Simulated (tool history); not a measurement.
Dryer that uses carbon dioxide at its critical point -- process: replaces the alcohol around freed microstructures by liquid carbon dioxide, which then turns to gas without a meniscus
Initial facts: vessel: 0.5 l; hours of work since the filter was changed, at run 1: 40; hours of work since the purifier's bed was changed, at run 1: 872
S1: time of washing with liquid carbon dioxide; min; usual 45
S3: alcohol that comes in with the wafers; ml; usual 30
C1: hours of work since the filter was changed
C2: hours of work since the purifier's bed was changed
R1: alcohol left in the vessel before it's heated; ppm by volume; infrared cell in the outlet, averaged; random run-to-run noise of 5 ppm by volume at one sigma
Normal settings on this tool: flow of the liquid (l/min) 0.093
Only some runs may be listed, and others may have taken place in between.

run 1 hour=0 | S1=45 flow_of_the_liquid_(l/min)=0.093 S3=30 | C1=40 C2=872 | R1=99
run 2 hour=42.4 | S1=45 flow_of_the_liquid_(l/min)=0.093 S3=30 | C1=70 C2=901 | R1=104
run 3 hour=76.3 | S1=45 flow_of_the_liquid_(l/min)=0.093 S3=30 | C1=94 C2=925 | R1=103
run 4 hour=111.5 | S1=45 flow_of_the_liquid_(l/min)=0.0938 S3=30 | C1=118 C2=950 | R1=111
run 5 hour=151.8 | S1=45 flow_of_the_liquid_(l/min)=0.0938 S3=30 | C1=146 C2=978 | R1=106
run 6 hour=181.8 | S1=45 flow_of_the_liquid_(l/min)=0.0938 S3=30 | C1=167 C2=999 | R1=116
run 7 hour=204.3 | S1=45 flow_of_the_liquid_(l/min)=0.0938 S3=30 | C1=183 C2=1014 | R1=117
run 8 hour=223.8 | S1=45 flow_of_the_liquid_(l/min)=0.0938 S3=30 | C1=196 C2=1028 | R1=119
run 9 hour=266.4 | S1=45 flow_of_the_liquid_(l/min)=0.093 S3=91 | C1=226 C2=1058 | R1=223
run 10 hour=301.3 | S1=45 flow_of_the_liquid_(l/min)=0.093 S3=30 | C1=250 C2=1082 | R1=146
run 11 hour=323.3 | S1=45 flow_of_the_liquid_(l/min)=0.1218 S3=30 | C1=266 C2=1097 | R1=106
run 12 hour=369.3 | S1=45 flow_of_the_liquid_(l/min)=0.137 S3=30 | C1=298 C2=1129 | R1=96
run 13 hour=397.1 | S1=45 flow_of_the_liquid_(l/min)=0.137 S3=30 | C1=317 C2=1149 | R1=90
run 14 hour=423.3 | S1=45 flow_of_the_liquid_(l/min)=0.137 S3=30 | C1=336 C2=1167 | R1=102
run 15 hour=466.5 | S1=45 flow_of_the_liquid_(l/min)=0.093 S3=30 | C1=366 C2=1197 | R1=161
run 16 hour=500.1 | S1=45 flow_of_the_liquid_(l/min)=0.1323 S3=30 | C1=389 C2=1221 | R1=99
-- hour=517.9 inlet filter changed
run 17 hour=532.8 | S1=45 flow_of_the_liquid_(l/min)=0.0665 S3=30 | C1=10 C2=1243 | R1=302
-- hour=545.8 purifier's bed changed
run 18 hour=571 | S1=45 flow_of_the_liquid_(l/min)=0.0665 S3=45 | C1=35 C2=18 | R1=352
run 19 hour=604.3 | S1=45 flow_of_the_liquid_(l/min)=0.1537 S3=30 | C1=58 C2=41 | R1=15
run 20 hour=642.5 | S1=45 flow_of_the_liquid_(l/min)=0.1537 S3=30 | C1=85 C2=67 | R1=12
run 21 hour=661.6 | S1=39 flow_of_the_liquid_(l/min)=0.1537 S3=30 | C1=98 C2=81 | R1=11
run 22 hour=687.7 | S1=45 flow_of_the_liquid_(l/min)=0.1066 S3=30 | C1=116 C2=99 | R1=18
run 23 hour=725.3 | S1=45 flow_of_the_liquid_(l/min)=0.1066 S3=30 | C1=143 C2=125 | R1=30
run 24 hour=761.2 | S1=44 flow_of_the_liquid_(l/min)=0.0901 S3=53 | C1=168 C2=150 | R1=113
run 25 hour=789.5 | S1=28 flow_of_the_liquid_(l/min)=0.093 S3=30 | C1=187 C2=170 | R1=671
run 26 hour=810.1 | S1=28 flow_of_the_liquid_(l/min)=0.093 S3=30 | C1=202 C2=184 | R1=663
run 27 hour=845.1 | S1=60 flow_of_the_liquid_(l/min)=0.093 S3=38 | C1=226 C2=209 | R1=30
run 28 hour=878.9 | S1=36 flow_of_the_liquid_(l/min)=0.1281 S3=65 | C1=250 C2=232 | R1=71
run 29 hour=918.4 | S1=62 flow_of_the_liquid_(l/min)=0.1104 S3=39 | C1=277 C2=260 | R1=27
run 30 hour=957 | S1=69 flow_of_the_liquid_(l/min)=0.1104 S3=97 | C1=304 C2=287 | R1=27
run 31 hour=978.3 | S1=32 flow_of_the_liquid_(l/min)=0.093 S3=40 | C1=319 C2=302 | R1=599
run 32 hour=1022.9 | S1=32 flow_of_the_liquid_(l/min)=0.093 S3=24 | C1=350 C2=333 | R1=388
run 33 hour=1060.4 | S1=32 flow_of_the_liquid_(l/min)=0.093 S3=24 | C1=376 C2=359 | R1=418
run 34 hour=1090.2 | S1=35 flow_of_the_liquid_(l/min)=0.0786 S3=76 | C1=397 C2=380 | R1=1788
-- hour=1098 inlet filter changed
run 35 hour=1130.7 | S1=45 flow_of_the_liquid_(l/min)=0.0637 S3=30 | C1=23 C2=407 | R1=309
run 36 hour=1156.1 | S1=31 flow_of_the_liquid_(l/min)=0.093 S3=27 | C1=41 C2=425 | R1=309
run 37 hour=1179.4 | S1=35 flow_of_the_liquid_(l/min)=0.1468 S3=27 | C1=57 C2=441 | R1=39
run 38 hour=1205.8 | S1=45 flow_of_the_liquid_(l/min)=0.099 S3=58 | C1=75 C2=460 | R1=74
run 39 hour=1250.3 | S1=35 flow_of_the_liquid_(l/min)=0.093 S3=86 | C1=106 C2=491 | R1=536
run 40 hour=1281.2 | S1=35 flow_of_the_liquid_(l/min)=0.093 S3=86 | C1=128 C2=512 | R1=553
run 41 hour=1307.4 | S1=45 flow_of_the_liquid_(l/min)=0.1043 S3=30 | C1=146 C2=531 | R1=58
run 42 hour=1336.4 | S1=45 flow_of_the_liquid_(l/min)=0.093 S3=33 | C1=166 C2=551 | R1=94
run 43 hour=1359.7 | S1=49 flow_of_the_liquid_(l/min)=0.1009 S3=112 | C1=183 C2=567 | R1=95
run 44 hour=1394.1 | S1=35 flow_of_the_liquid_(l/min)=0.1009 S3=103 | C1=207 C2=591 | R1=507
run 45 hour=1427.5 | S1=59 flow_of_the_liquid_(l/min)=0.0869 S3=24 | C1=230 C2=614 | R1=54
run 46 hour=1448.8 | S1=45 flow_of_the_liquid_(l/min)=0.0639 S3=34 | C1=245 C2=629 | R1=528

5 ways to go on from here, each from the tool as it stands after run 46. What would each give?
run A hour=1474.5 | S1=53 flow_of_the_liquid_(l/min)=0.1056 S3=20 | C1=263 C2=647 | R1=?
run B hour=1474.5 | S1=45 flow_of_the_liquid_(l/min)=0.0639 S3=24 | C1=263 C2=647 | R1=?
run C hour=1474.5 | S1=45 flow_of_the_liquid_(l/min)=0.1232 S3=43 | C1=263 C2=647 | R1=?
run D hour=1474.5 | S1=46 flow_of_the_liquid_(l/min)=0.093 S3=30 | C1=263 C2=647 | R1=?
run E hour=1474.5 | S1=45 flow_of_the_liquid_(l/min)=0.1332 S3=30 | C1=263 C2=647 | R1=?

run=A R1=54
run=B R1=394
run=C R1=66
run=D R1=101
run=E R1=57
With the hidden condition removed and each run's random variation left untouched, the same runs would have given:
run=A R1=3
run=B R1=208
run=C R1=11
run=D R1=30
run=E R1=7
